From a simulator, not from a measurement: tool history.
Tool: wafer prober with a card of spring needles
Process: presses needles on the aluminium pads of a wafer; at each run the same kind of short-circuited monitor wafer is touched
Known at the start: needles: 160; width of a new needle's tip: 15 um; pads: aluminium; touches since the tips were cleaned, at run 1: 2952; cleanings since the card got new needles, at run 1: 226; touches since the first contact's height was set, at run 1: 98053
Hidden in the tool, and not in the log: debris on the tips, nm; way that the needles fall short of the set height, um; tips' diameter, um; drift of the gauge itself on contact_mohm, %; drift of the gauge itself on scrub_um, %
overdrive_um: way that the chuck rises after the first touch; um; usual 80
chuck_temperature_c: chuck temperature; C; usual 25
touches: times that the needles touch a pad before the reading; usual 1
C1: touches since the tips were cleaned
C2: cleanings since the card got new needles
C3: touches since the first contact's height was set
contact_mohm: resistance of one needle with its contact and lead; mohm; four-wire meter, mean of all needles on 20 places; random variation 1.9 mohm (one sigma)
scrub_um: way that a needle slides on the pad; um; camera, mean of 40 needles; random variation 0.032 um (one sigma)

run 1 hour=0 | overdrive_um=80 chuck_temperature_c=25 touches=1 | C1=2952 C2=226 C3=98053 | contact_mohm=246 scrub_um=19.79
-- hour=1.3 tips cleaned on abrasive film
-- hour=2.9 height of the first contact set anew
-- hour=6.7 tips cleaned on abrasive film
-- hour=13 tips cleaned on abrasive film
-- hour=19.3 tips cleaned on abrasive film
-- hour=24.4 tips cleaned on abrasive film
-- hour=29.5 tips cleaned on abrasive film
run 2 hour=33.4 | overdrive_um=80 chuck_temperature_c=25 touches=1 | C1=2683 C2=232 C3=20515 | contact_mohm=248 scrub_um=19.62
-- hour=34.8 tips cleaned on abrasive film
-- hour=41.1 tips cleaned on abrasive film
-- hour=46.1 tips cleaned on abrasive film
-- hour=52.5 tips cleaned on abrasive film
-- hour=58.8 tips cleaned on abrasive film
-- hour=63.8 tips cleaned on abrasive film
-- hour=68.9 tips cleaned on abrasive film
run 3 hour=73.7 | overdrive_um=80 chuck_temperature_c=25 touches=1 | C1=3270 C2=239 C3=47566 | contact_mohm=256 scrub_um=19.41
-- hour=75 tips cleaned on abrasive film
-- hour=81.3 tips cleaned on abrasive film
-- hour=86.4 tips cleaned on abrasive film
-- hour=92.7 tips cleaned on abrasive film
-- hour=99 tips cleaned on abrasive film
-- hour=105.4 tips cleaned on abrasive film
run 4 hour=105.4 | overdrive_um=80 chuck_temperature_c=71 touches=1 | C1=5 C2=245 C3=68799 | contact_mohm=217 scrub_um=19.34
-- hour=110.4 tips cleaned on abrasive film
-- hour=115.5 tips cleaned on abrasive film
-- hour=121.8 tips cleaned on abrasive film
-- hour=128.1 tips cleaned on abrasive film
-- hour=134.4 tips cleaned on abrasive film
-- hour=139.5 tips cleaned on abrasive film
run 5 hour=143.8 | overdrive_um=65 chuck_temperature_c=71 touches=1 | C1=2940 C2=251 C3=94664 | contact_mohm=286 scrub_um=15.48
-- hour=145.2 tips cleaned on abrasive film
-- hour=151.5 tips cleaned on abrasive film
-- hour=151.8 height of the first contact set anew
-- hour=158.1 tips cleaned on abrasive film
-- hour=164.4 tips cleaned on abrasive film
-- hour=169.5 tips cleaned on abrasive film
-- hour=175.8 tips cleaned on abrasive film
-- hour=182.1 tips cleaned on abrasive film
-- hour=188.4 tips cleaned on abrasive film
run 6 hour=190.1 | overdrive_um=80 chuck_temperature_c=37 touches=1 | C1=1177 C2=259 C3=25802 | contact_mohm=229 scrub_um=20.16
-- hour=194 tips cleaned on abrasive film
-- hour=200.3 tips cleaned on abrasive film
-- hour=206.6 tips cleaned on abrasive film
-- hour=212.9 tips cleaned on abrasive film
run 7 hour=215.6 | overdrive_um=80 chuck_temperature_c=30 touches=1 | C1=1865 C2=263 C3=42953 | contact_mohm=234 scrub_um=20.06
-- hour=218.2 tips cleaned on abrasive film
-- hour=224.5 tips cleaned on abrasive film
-- hour=230.8 tips cleaned on abrasive film
-- hour=235.9 tips cleaned on abrasive film
-- hour=238.7 height of the first contact set anew, once more
run 8 hour=240.8 | overdrive_um=80 chuck_temperature_c=25 touches=1 | C1=3134 C2=267 C3=1436 | contact_mohm=249 scrub_um=20.25
-- hour=242.1 tips cleaned on abrasive film
-- hour=247.2 tips cleaned on abrasive film
-- hour=252.3 tips cleaned on abrasive film
-- hour=258.6 tips cleaned on abrasive film
-- hour=264.9 tips cleaned on abrasive film
-- hour=271.2 tips cleaned on abrasive film
run 9 hour=274 | overdrive_um=80 chuck_temperature_c=25 touches=1 | C1=1909 C2=273 C3=23724 | contact_mohm=239 scrub_um=20.18
-- hour=276.6 tips cleaned on abrasive film
-- hour=281.7 tips cleaned on abrasive film
-- hour=286.7 tips cleaned on abrasive film
-- hour=293 tips cleaned on abrasive film
run 10 hour=295.1 | overdrive_um=80 chuck_temperature_c=25 touches=1 | C1=1395 C2=277 C3=37856 | contact_mohm=231 scrub_um=20.07
-- hour=298.9 tips cleaned on abrasive film
-- hour=305.2 tips cleaned on abrasive film
-- hour=310.3 tips cleaned on abrasive film
-- hour=316.6 tips cleaned on abrasive film
-- hour=321.7 tips cleaned on abrasive film
-- hour=326.8 tips cleaned on abrasive film
-- hour=333.1 tips cleaned on abrasive film
-- hour=339.1 tips cleaned on abrasive film
run 11 hour=339.1 | overdrive_um=80 chuck_temperature_c=25 touches=1 | C1=0 C2=285 C3=67410 | contact_mohm=211 scrub_um=19.9
-- hour=345.4 tips cleaned on abrasive film
-- hour=350.5 tips cleaned on abrasive film
-- hour=356.8 tips cleaned on abrasive film
-- hour=361.9 tips cleaned on abrasive film
-- hour=367.2 tips cleaned on abrasive film
run 12 hour=367.2 | overdrive_um=75 chuck_temperature_c=25 touches=2 | C1=0 C2=290 C3=86279 | contact_mohm=205 scrub_um=18.54
-- hour=373.6 tips cleaned on abrasive film
-- hour=379.9 tips cleaned on abrasive film
-- hour=386.2 tips cleaned on abrasive film
-- hour=387.7 height of the first contact set anew
-- hour=391.6 tips cleaned on abrasive film
-- hour=397.9 tips cleaned on abrasive film
-- hour=402.9 tips cleaned on abrasive film
-- hour=414.9 card fitted with new needles
-- hour=421.3 tips cleaned on abrasive film
run 13 hour=423.8 | overdrive_um=75 chuck_temperature_c=47 touches=2 | C1=1725 C2=1 C3=5970 | contact_mohm=217 scrub_um=18.91
-- hour=426.4 tips cleaned on abrasive film
-- hour=431.4 tips cleaned on abrasive film
-- hour=437.7 tips cleaned on abrasive film
-- hour=442.8 tips cleaned on abrasive film
-- hour=447.9 tips cleaned on abrasive film
-- hour=454.2 tips cleaned on abrasive film
run 14 hour=454.5 | overdrive_um=91 chuck_temperature_c=96 touches=2 | C1=223 C2=7 C3=26571 | contact_mohm=212 scrub_um=22.88
-- hour=459.6 tips cleaned on abrasive film
-- hour=465.9 tips cleaned on abrasive film
-- hour=471 tips cleaned on abrasive film
-- hour=477.3 tips cleaned on abrasive film
-- hour=482.4 tips cleaned on abrasive film
run 15 hour=483.9 | overdrive_um=91 chuck_temperature_c=26 touches=1 | C1=1083 C2=12 C3=46334 | contact_mohm=213 scrub_um=22.8
-- hour=487.8 tips cleaned on abrasive film
-- hour=494.1 tips cleaned on abrasive film
-- hour=500.4 tips cleaned on abrasive film
-- hour=506.7 tips cleaned on abrasive film
run 16 hour=508 | overdrive_um=97 chuck_temperature_c=25 touches=1 | C1=883 C2=16 C3=62503 | contact_mohm=207 scrub_um=24.17
-- hour=511.8 tips cleaned on abrasive film
-- hour=516.9 tips cleaned on abrasive film
-- hour=523.2 tips cleaned on abrasive film
-- hour=528.3 tips cleaned on abrasive film
run 17 hour=532.3 | overdrive_um=97 chuck_temperature_c=26 touches=2 | C1=2749 C2=20 C3=78844 | contact_mohm=212 scrub_um=24.17
-- hour=533.7 tips cleaned on abrasive film
-- hour=538.7 tips cleaned on abrasive film
-- hour=545 tips cleaned on abrasive film
-- hour=550.1 tips cleaned on abrasive film
-- hour=555.2 tips cleaned on abrasive film
-- hour=561.5 tips cleaned on abrasive film
-- hour=564.3 height of the first contact set anew
run 18 hour=565.9 | overdrive_um=80 chuck_temperature_c=25 touches=2 | C1=2819 C2=26 C3=1121 | contact_mohm=216 scrub_um=20.24
-- hour=567.3 tips cleaned on abrasive film
-- hour=573.6 tips cleaned on abrasive film
-- hour=578.6 tips cleaned on abrasive film
-- hour=585 tips cleaned on abrasive film
-- hour=591.3 tips cleaned on abrasive film
-- hour=596.3 tips cleaned on abrasive film
run 19 hour=599.5 | overdrive_um=80 chuck_temperature_c=25 touches=2 | C1=2147 C2=32 C3=23647 | contact_mohm=215 scrub_um=20.12
-- hour=602.1 tips cleaned on abrasive film
-- hour=607.1 tips cleaned on abrasive film
-- hour=612.2 tips cleaned on abrasive film
-- hour=618.5 tips cleaned on abrasive film
-- hour=624.8 tips cleaned on abrasive film
run 20 hour=625.3 | overdrive_um=80 chuck_temperature_c=25 touches=2 | C1=347 C2=37 C3=40975 | contact_mohm=208 scrub_um=20.04
-- hour=630.4 tips cleaned on abrasive film
-- hour=635.5 tips cleaned on abrasive film
-- hour=641.8 tips cleaned on abrasive film
-- hour=648.1 tips cleaned on abrasive film
-- hour=654.4 tips cleaned on abrasive film
-- hour=660.7 tips cleaned on abrasive film
-- hour=667 tips cleaned on abrasive film
run 21 hour=669.7 | overdrive_um=80 chuck_temperature_c=25 touches=2 | C1=1796 C2=44 C3=70791 | contact_mohm=213 scrub_um=19.92
-- hour=672.3 tips cleaned on abrasive film
-- hour=678.6 tips cleaned on abrasive film
-- hour=683.6 tips cleaned on abrasive film
-- hour=689.9 tips cleaned on abrasive film
run 22 hour=689.9 | overdrive_um=80 chuck_temperature_c=29 touches=1 | C1=0 C2=48 C3=84334 | contact_mohm=203 scrub_um=19.87

3 ways to go on from here, each from the tool as it stands after run 22. What would each give?
-- hour=695 tips cleaned on abrasive film
-- hour=701.3 tips cleaned on abrasive film
-- hour=707.6 tips cleaned on abrasive film
-- hour=712.7 tips cleaned on abrasive film
-- hour=714.2 height of the first contact set anew
-- hour=719.3 tips cleaned on abrasive film
run A hour=721.1 | overdrive_um=81 chuck_temperature_c=25 touches=2 | C1=1277 C2=53 C3=4673 | contact_mohm=? scrub_um=?
-- hour=695 tips cleaned on abrasive film
-- hour=701.3 tips cleaned on abrasive film
-- hour=707.6 tips cleaned on abrasive film
-- hour=712.7 tips cleaned on abrasive film
-- hour=714.2 height of the first contact set anew
-- hour=719.3 tips cleaned on abrasive film
run B hour=721.1 | overdrive_um=82 chuck_temperature_c=50 touches=1 | C1=1277 C2=53 C3=4673 | contact_mohm=? scrub_um=?
-- hour=695 tips cleaned on abrasive film
-- hour=701.3 tips cleaned on abrasive film
-- hour=707.6 tips cleaned on abrasive film
-- hour=712.7 tips cleaned on abrasive film
-- hour=714.2 height of the first contact set anew
-- hour=719.3 tips cleaned on abrasive film
run C hour=721.1 | overdrive_um=86 chuck_temperature_c=82 touches=2 | C1=1277 C2=53 C3=4673 | contact_mohm=? scrub_um=?

run=A contact_mohm=206 scrub_um=20.44
run=B contact_mohm=224 scrub_um=20.69
run=C contact_mohm=224 scrub_um=21.66
Without the tool's hidden state the same runs would have given:
run=A contact_mohm=197 scrub_um=20.46
run=B contact_mohm=209 scrub_um=20.71
run=C contact_mohm=215 scrub_um=21.69
